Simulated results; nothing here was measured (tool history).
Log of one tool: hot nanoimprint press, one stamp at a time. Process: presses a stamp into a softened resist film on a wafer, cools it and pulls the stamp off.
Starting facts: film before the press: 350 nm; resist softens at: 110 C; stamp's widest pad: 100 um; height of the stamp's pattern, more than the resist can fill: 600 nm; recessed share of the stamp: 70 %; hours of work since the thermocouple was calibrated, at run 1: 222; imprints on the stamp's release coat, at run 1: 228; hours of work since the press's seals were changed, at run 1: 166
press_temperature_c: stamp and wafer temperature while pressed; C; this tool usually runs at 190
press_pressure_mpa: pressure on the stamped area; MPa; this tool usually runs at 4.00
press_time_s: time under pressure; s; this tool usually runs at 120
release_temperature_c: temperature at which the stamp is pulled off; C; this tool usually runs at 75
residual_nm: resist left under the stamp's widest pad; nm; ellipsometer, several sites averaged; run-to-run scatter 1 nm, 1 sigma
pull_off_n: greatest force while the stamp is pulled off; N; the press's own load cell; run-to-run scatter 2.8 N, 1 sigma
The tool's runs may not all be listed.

run	day	press_temperature_c	press_pressure_mpa	press_time_s	release_temperature_c	hours of work since the thermocouple was calibrated	imprints on the stamp's release coat	hours of work since the press's seals were changed	residual_nm	pull_off_n
1	0.000	190	4.00	120	75	222	228	166	152.7	138
2	0.171	190	4.00	120	75	224	244	168	151.4	138
3	0.329	190	4.00	81	75	226	259	170	173.0	140
4	0.488	190	4.00	190	75	228	274	172	130.3	138
5	0.733	190	4.00	101	75	232	297	176	160.2	141
6	1.004	190	4.00	101	75	235	323	179	160.1	143
7	1.379	190	4.00	101	75	241	359	185	162.3	142
8	1.654	190	4.00	101	75	244	384	188	160.7	141
9	2.025	190	4.00	101	75	250	420	194	159.8	142
10	2.196	190	4.00	101	75	252	436	196	160.1	146
11	2.554	190	4.00	101	75	257	470	201	162.2	146
12	2.712	190	4.00	101	75	259	485	203	161.2	149
13	2.958	190	4.00	101	75	262	508	206	162.7	153
14	3.262	191	3.64	182	82	267	537	211	135.8	127
15	3.454	191	3.64	182	82	269	555	213	134.4	126
16	3.838	193	3.59	120	80	275	592	219	145.4	129
17	4.188	185	4.26	120	75	279	625	223	181.6	158

What will run 18 give?
18	4.375	190	4.82	70	65	282	643	226	?	?

Run 18 produced residual_nm 162.0 nm, pull_off_n 184 N.
On a tool with no hidden condition, and with the same random variation, this run would have come out at residual_nm 155.3 nm, pull_off_n 154 N.
